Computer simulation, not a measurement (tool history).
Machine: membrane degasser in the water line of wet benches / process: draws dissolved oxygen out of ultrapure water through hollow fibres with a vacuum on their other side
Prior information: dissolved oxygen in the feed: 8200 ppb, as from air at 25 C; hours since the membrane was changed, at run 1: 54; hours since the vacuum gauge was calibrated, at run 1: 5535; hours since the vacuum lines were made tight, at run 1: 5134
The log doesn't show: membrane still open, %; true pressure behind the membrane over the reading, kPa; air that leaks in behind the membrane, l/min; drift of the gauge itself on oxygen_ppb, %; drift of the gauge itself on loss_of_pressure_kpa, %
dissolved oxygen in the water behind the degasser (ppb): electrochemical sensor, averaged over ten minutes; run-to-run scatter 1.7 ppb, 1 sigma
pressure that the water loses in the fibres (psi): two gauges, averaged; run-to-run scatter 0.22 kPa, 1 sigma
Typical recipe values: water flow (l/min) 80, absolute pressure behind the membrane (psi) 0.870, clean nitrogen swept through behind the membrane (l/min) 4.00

| run | day | water flow (l/min) | absolute pressure behind the membrane (psi) | clean nitrogen swept through behind the membrane (l/min) | hours since the membrane was changed | hours since the vacuum gauge was calibrated | hours since the vacuum lines were made tight | dissolved oxygen in the water behind the degasser (ppb) | pressure that the water loses in the fibres (psi) |
|---|---|---|---|---|---|---|---|---|---|
| 1 | 0.000 | 80 | 0.870 | 4.00 | 54 | 5535 | 5134 | 176.8 | 7.951 |
| 2 | 1.938 | 80 | 0.870 | 4.00 | 101 | 5581 | 5180 | 178.7 | 7.944 |
|  | 2.896 | vacuum gauge calibrated |
| 3 | 4.183 | 80 | 0.870 | 4.00 | 154 | 31 | 5234 | 166.5 | 7.910 |
| 4 | 8.108 | 80 | 0.870 | 4.00 | 249 | 125 | 5328 | 168.5 | 7.952 |
| 5 | 9.783 | 80 | 0.870 | 4.00 | 289 | 165 | 5368 | 166.6 | 7.955 |
| 6 | 12.362 | 80 | 0.870 | 4.00 | 351 | 227 | 5430 | 170.6 | 7.971 |
| 7 | 16.050 | 96 | 0.870 | 4.00 | 439 | 316 | 5519 | 215.0 | 9.519 |
| 8 | 18.275 | 82 | 0.593 | 4.33 | 493 | 369 | 5572 | 86.6 | 8.125 |
| 9 | 22.208 | 57 | 1.855 | 10.29 | 587 | 463 | 5666 | 150.9 | 5.681 |
| 10 | 24.571 | 57 | 1.855 | 10.29 | 644 | 520 | 5723 | 149.4 | 5.670 |
| 11 | 27.388 | 80 | 0.870 | 4.21 | 711 | 588 | 5791 | 164.9 | 7.963 |
| 12 | 30.654 | 68 | 1.350 | 8.62 | 790 | 666 | 5869 | 151.0 | 6.791 |
| 13 | 34.092 | 68 | 1.350 | 2.13 | 872 | 749 | 5952 | 425.5 | 6.827 |

What if the next run were any one of these 4? Each begins from the tool's condition after run 13:
| A | 36.558 | 52 | 0.608 | 8.60 | 931 | 808 | 6011 | ? | ? |
| B | 36.558 | 59 | 1.649 | 2.13 | 931 | 808 | 6011 | ? | ? |
| C | 36.558 | 80 | 2.094 | 2.67 | 931 | 808 | 6011 | ? | ? |
| D | 36.558 | 65 | 1.268 | 10.90 | 931 | 808 | 6011 | ? | ? |

| run | dissolved oxygen in the water behind the degasser (ppb) | pressure that the water loses in the fibres (psi) |
|---|---|---|
| A | 32.2 | 5.188 |
| B | 488.9 | 5.875 |
| C | 712.1 | 8.012 |
| D | 109.4 | 6.480 |
The same runs, with their run-to-run variation unchanged, on a tool lacking any hidden condition would have given:
| run | dissolved oxygen in the water behind the degasser (ppb) | pressure that the water loses in the fibres (psi) |
|---|---|---|
| A | 31.4 | 5.150 |
| B | 487.0 | 5.832 |
| C | 709.6 | 7.954 |
| D | 107.7 | 6.432 |
